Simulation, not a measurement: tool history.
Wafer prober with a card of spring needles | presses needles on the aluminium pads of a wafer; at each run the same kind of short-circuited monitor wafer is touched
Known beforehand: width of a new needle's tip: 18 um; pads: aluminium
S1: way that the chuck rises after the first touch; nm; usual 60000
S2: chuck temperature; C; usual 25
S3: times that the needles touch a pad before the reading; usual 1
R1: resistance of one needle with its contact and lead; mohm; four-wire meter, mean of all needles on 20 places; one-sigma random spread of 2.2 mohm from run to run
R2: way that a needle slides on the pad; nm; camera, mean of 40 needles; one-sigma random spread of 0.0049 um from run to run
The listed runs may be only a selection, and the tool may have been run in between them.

run	hour	S1	S2	S3	R1	R2
1	0.0	60000	25	1	239	10018
# hour 3.6: tips cleaned on abrasive film
2	10.6	60000	25	1	241	10009
# hour 17.7: tips cleaned on abrasive film
# hour 20.0: height of the first contact set anew
3	20.1	60000	25	1	237	10015
# hour 31.4: tips cleaned on abrasive film
4	31.4	60000	25	1	236	10009
# hour 44.9: tips cleaned on abrasive film
5	46.7	60000	25	1	241	10008
# hour 59.3: tips cleaned on abrasive film
6	61.3	60000	25	1	245	10010
# hour 72.8: tips cleaned on abrasive film
7	72.8	60000	25	1	244	9995
# hour 87.1: tips cleaned on abrasive film
8	92.7	60000	25	1	239	10002
# hour 100.7: tips cleaned on abrasive film
9	110.6	60000	25	1	237	9999
# hour 114.2: tips cleaned on abrasive film
10	119.3	60000	25	3	237	9996
# hour 129.3: tips cleaned on abrasive film
11	129.6	60000	25	1	236	9984
12	141.4	60000	25	1	238	9996
# hour 143.0: tips cleaned on abrasive film
13	155.2	60000	25	1	242	9985
# hour 156.9: tips cleaned on abrasive film
# hour 170.3: tips cleaned on abrasive film
14	174.1	60000	25	1	240	9984
# hour 182.5: height of the first contact set anew
# hour 184.4: tips cleaned on abrasive film
15	193.4	60000	25	1	235	9976
# hour 198.6: tips cleaned on abrasive film
16	208.2	60000	25	1	240	9977
# hour 212.5: tips cleaned on abrasive film
17	220.0	74000	27	2	239	12310
# hour 226.1: tips cleaned on abrasive film
18	228.7	60000	69	2	254	9978
19	238.4	60000	69	2	252	9976
# hour 240.3: tips cleaned on abrasive film
# hour 255.2: tips cleaned on abrasive film
20	256.4	60000	69	2	250	9978
# hour 268.5: tips cleaned on abrasive film
21	268.5	60000	69	2	253	9961
22	279.5	69000	69	2	250	11464
# hour 282.2: tips cleaned on abrasive film
23	290.9	69000	69	2	248	11464
# hour 296.3: tips cleaned on abrasive film
24	301.9	69000	69	2	251	11466
# hour 310.7: tips cleaned on abrasive film
25	314.4	58000	76	1	253	9626
# hour 325.5: tips cleaned on abrasive film
26	328.3	58000	76	1	254	9631
# hour 339.7: tips cleaned on abrasive film
# hour 344.9: height of the first contact set anew
27	344.9	71000	25	1	236	11783
# hour 353.7: tips cleaned on abrasive film
28	362.2	71000	25	1	237	11785
# hour 368.6: tips cleaned on abrasive film
# hour 382.2: tips cleaned on abrasive film
29	382.2	60000	25	2	239	9947
# hour 396.3: tips cleaned on abrasive film
30	396.6	66000	57	1	248	10937
# hour 409.6: tips cleaned on abrasive film
31	411.6	57000	43	1	243	9448
# hour 423.7: tips cleaned on abrasive film
32	430.3	52000	43	1	244	8617

Alternative continuations, all from the tool just after run 32; predict every row:
# hour 437.0: tips cleaned on abrasive film
A	441.7	52000	43	1	?	?
# hour 437.0: tips cleaned on abrasive film
B	441.7	41000	75	2	?	?
# hour 437.0: tips cleaned on abrasive film
C	441.7	52000	26	2	?	?
# hour 437.0: tips cleaned on abrasive film
D	441.7	76000	25	1	?	?

run	R1	R2
A	247	8613
B	259	6796
C	242	8620
D	236	12589
With no hidden state in the tool, these same runs would have given:
run	R1	R2
A	247	8677
B	258	6847
C	242	8684
D	236	12683

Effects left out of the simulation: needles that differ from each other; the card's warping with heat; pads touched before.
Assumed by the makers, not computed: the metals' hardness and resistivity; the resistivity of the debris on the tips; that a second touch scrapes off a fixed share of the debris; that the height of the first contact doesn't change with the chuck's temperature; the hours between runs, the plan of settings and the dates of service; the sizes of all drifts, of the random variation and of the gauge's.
